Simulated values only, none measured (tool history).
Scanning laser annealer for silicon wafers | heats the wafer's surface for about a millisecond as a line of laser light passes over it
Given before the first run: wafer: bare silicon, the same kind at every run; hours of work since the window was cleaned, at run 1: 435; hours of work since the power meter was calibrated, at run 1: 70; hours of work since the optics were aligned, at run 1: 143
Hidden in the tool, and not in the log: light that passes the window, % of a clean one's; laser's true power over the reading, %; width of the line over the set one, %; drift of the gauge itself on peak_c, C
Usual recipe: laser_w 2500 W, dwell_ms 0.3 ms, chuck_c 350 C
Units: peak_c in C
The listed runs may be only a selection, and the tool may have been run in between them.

run	hour	laser_w	dwell_ms	chuck_c	hours of work since the window was cleaned	hours of work since the power meter was calibrated	hours of work since the optics were aligned	peak_c
1	0	2500	0.3	350	435	70	143	1078
2	26.4	2500	0.3	350	453	88	161	1079
3	60.1	2500	0.3	350	476	111	184	1078
4	88.1	2500	0.3	350	495	130	203	1081
5	105.9	2500	0.3	350	507	142	215	1079
6	132.8	2500	0.3	327	525	160	233	1054
7	159.6	2500	0.3	327	543	178	251	1054
8	176.7	2500	0.3	327	555	190	263	1054
9	199.1	2500	0.3	350	570	205	278	1076
10	238.5	2500	0.3	350	597	232	305	1076
11	273.1	2500	0.3	350	620	255	328	1078
12	296.3	2500	0.3	350	636	271	344	1074
13	333.3	2315	0.338	350	661	296	369	1060
14	351.8	2265	0.313	350	674	309	382	1022
15	379.6	2265	0.313	350	693	328	401	1021
16	413.3	2265	0.313	350	715	351	424	1018
17	441.2	2549	0.3	334	734	370	443	1072
18	475	2500	0.263	350	757	393	466	1027
19	508.6	2338	0.3	350	780	415	488	1025
20	541	2443	0.354	311	802	437	510	1079
21	569.8	2328	0.3	327	822	457	530	996
22	601.9	2328	0.3	327	844	479	552	997
23	640.6	2391	0.3	330	870	505	578	1019
# hour 646.5: window over the wafer cleaned
24	660.8	2372	0.3	333	10	517	590	1030

4 options for the next run, each taken on its own from the tool as it stands now. Forecast them:
A	681.6	2459	0.304	333	24	532	605	?
B	681.6	2184	0.368	333	24	532	605	?
C	681.6	2447	0.373	333	24	532	605	?
D	681.6	2500	0.357	350	24	532	605	?

run	peak_c
A	1057
B	1040
C	1133
D	1151
Had the tool no hidden state, the same runs would have come out as:
run	peak_c
A	1061
B	1044
C	1138
D	1156

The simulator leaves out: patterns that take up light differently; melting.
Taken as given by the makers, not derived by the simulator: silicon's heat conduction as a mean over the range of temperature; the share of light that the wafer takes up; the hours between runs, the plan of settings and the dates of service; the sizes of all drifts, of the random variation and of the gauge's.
